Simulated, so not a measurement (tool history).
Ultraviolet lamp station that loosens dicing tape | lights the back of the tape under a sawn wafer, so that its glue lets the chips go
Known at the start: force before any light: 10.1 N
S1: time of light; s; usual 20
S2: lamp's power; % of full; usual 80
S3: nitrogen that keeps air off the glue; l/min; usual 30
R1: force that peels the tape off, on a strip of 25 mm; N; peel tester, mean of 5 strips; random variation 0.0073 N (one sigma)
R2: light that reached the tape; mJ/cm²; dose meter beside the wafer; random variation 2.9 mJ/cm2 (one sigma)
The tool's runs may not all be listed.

run,hour,S1,S2,S3,R1,R2
1,0.0,20,80,30,0.606,323
2,30.0,20,80,30,0.604,320
3,99.7,16,80,30,1.175,244
4,143.1,16,80,30,1.175,248
# hour 165.9: window cleaned of glue's vapour
5,173.9,29,80,30,0.291,414
6,235.4,29,80,30,0.322,398
7,304.4,29,80,30,0.362,385
# hour 324.9: window cleaned of glue's vapour, once more
8,368.3,29,80,30,0.199,456
9,431.8,20,80,30,0.685,304
10,464.6,20,84,30,0.630,314
11,501.6,20,84,30,0.618,307
12,559.2,20,89,30,0.619,323
13,612.5,20,66,30,1.267,233
14,683.8,20,66,30,1.394,227
15,718.7,37,80,30,0.158,498
16,764.0,37,80,30,0.184,483
# hour 790.4: window cleaned of glue's vapour
17,835.7,10,80,30,2.802,142
18,886.8,20,80,30,0.861,279
19,933.9,20,80,30,0.900,273
20,975.8,20,80,30,0.952,269
21,1044.6,20,80,30,1.062,256
22,1113.5,11,99,19,2.919,170
23,1184.9,18,96,44,0.760,256
# hour 1254.5: window cleaned of glue's vapour
24,1258.5,18,96,44,0.655,277
25,1315.9,26,89,11,1.135,361
26,1352.3,26,65,11,2.042,258
27,1384.3,13,95,11,3.151,187
28,1454.6,13,95,11,3.387,180
29,1526.8,13,95,11,3.472,176
# hour 1580.2: lamp changed
30,1584.9,13,95,59,0.411,300
31,1632.5,13,95,48,0.496,296
32,1672.1,13,95,48,0.518,290
# hour 1718.3: window cleaned of glue's vapour
33,1718.3,24,84,48,0.100,523
34,1768.0,24,84,48,0.095,510
35,1824.2,24,84,48,0.107,500
36,1856.1,11,84,11,2.500,227
37,1922.6,18,84,14,0.929,363
38,1980.5,14,67,10,2.739,214
39,2032.3,14,67,10,2.791,216
40,2074.8,36,99,52,0.052,796
41,2122.5,20,75,18,0.901,328
# hour 2182.2: window cleaned of glue's vapour
42,2186.2,20,68,13,1.227,324

3 ways to go on from here, each from the tool as it stands after run 42. What would each give?
A,2246.5,20,80,42,?,?
B,2246.5,20,68,35,?,?
C,2246.5,17,78,9,?,?

run,R1,R2
A,0.286,372
B,0.572,315
C,1.763,309
Without the tool's hidden state the same runs would have given:
run,R1,R2
A,0.186,426
B,0.388,362
C,1.371,354
